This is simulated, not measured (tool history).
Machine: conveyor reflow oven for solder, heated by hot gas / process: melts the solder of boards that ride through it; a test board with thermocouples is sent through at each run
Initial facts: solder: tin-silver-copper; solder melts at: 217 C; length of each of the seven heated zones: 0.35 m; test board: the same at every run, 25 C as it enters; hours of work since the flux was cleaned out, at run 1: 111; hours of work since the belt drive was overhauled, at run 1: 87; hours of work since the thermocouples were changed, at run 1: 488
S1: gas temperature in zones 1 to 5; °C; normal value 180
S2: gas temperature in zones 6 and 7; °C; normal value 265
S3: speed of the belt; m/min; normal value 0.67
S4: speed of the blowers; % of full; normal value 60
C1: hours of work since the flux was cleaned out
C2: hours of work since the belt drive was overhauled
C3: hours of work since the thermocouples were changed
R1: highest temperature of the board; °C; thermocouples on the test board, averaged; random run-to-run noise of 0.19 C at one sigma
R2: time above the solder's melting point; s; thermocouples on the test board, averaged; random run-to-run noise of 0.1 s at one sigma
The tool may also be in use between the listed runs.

run   hour   S1   S2     S3  S4   C1   C2   C3     R1    R2
  1      0  180  265   0.67  60  111   87  488  244.8  42.6
  2     29  180  265   0.67  60  127  102  504  244.1  42.5
  3     64  180  265   0.67  60  146  121  523    244  42.4
        99  -- flux residue cleaned out of gas plates and filters
  4     99  180  265   0.67  60    0  137  539  244.8  43.2
  5  117.6  180  259   0.67  60   10  147  549  239.9  39.3
  6  154.3  180  259   0.67  60   30  167  569  240.1  39.4
     176.5  -- thermocouples of zones 6 and 7 changed
  7  182.9  180  265  0.764  60   44  181    3    242  34.5
  8  207.1  180  265  0.764  60   57  194   16  241.9  34.4
  9  230.4  180  268   0.67  60   69  207   29  248.8  46.3
     237.7  -- belt drive overhauled, speed set with a stopwatch
 10  265.8  180  265   0.67  60   86   15   46  246.3  44.4
 11  302.1  180  265   0.67  60  106   35   65  246.4  44.2
 12  318.9  180  265   0.67  54  115   44   74  244.7  42.8
 13  335.8  180  265   0.67  54  124   53   83  244.9  42.7
 14  362.7  180  265   0.67  54  138   67   98  244.7  42.4
 15  385.8  180  265   0.67  60  151   80  110    246    44
     411.1  -- flux residue cleaned out of gas plates and filters
     419.2  -- belt drive overhauled, speed set with a stopwatch, once more
 16  426.4  180  265   0.67  60    6    4  127  246.2  43.7
 17    462  183  277   0.67  60   25   23  146    257  51.5
 18  493.1  180  265   0.67  52   42   40  163  243.7  41.6
 19  522.7  177  265  0.582  60   58   56  179  249.4  53.4
 20  548.8  177  265  0.582  60   72   70  193  249.4  53.2
 21  575.4  177  265  0.582  60   86   84  207  249.8  53.3
 22  595.2  172  268  0.706  64   97   95  218  245.4  38.2
 23  623.7  174  268  0.706  83  112  110  233    249  42.6
 24  658.2  173  265  0.706  83  131  128  252  246.3  40.3
 25  674.7  173  265  0.644  83  139  137  261  249.1  47.1
 26  707.3  171  254  0.716  59  157  155  278  231.7  24.8
     723.5  -- flux residue cleaned out of gas plates and filters
 27  729.3  178  259   0.67  60    3  164  287  240.4  38.7
 28    748  178  259   0.67  60   13  174  297  240.5  38.8
 29  772.5  177  259  0.658  60   26  187  310  240.2  39.6
 30  789.9  190  259  0.626  71   36  196  320  246.1  52.8
 31  814.9  165  273  0.682  60   49  210  333    248    40

Below are 3 alternative next runs, each starting from the tool's condition after run 31. Predict each:
  A  835.2  168  270   0.67  82  60  221  344   ?   ?
  B  835.2  191  273  0.682  60  60  221  344   ?   ?
  C  835.2  165  271  0.655  60  60  221  344   ?   ?

run     R1    R2
  A  251.6    45
  B  253.5    52
  C  248.2  41.9
The same runs, with their run-to-run variation unchanged, on a tool lacking any hidden condition would have given:
run     R1    R2
  A  253.2  45.6
  B  254.9  52.4
  C  249.7  42.7

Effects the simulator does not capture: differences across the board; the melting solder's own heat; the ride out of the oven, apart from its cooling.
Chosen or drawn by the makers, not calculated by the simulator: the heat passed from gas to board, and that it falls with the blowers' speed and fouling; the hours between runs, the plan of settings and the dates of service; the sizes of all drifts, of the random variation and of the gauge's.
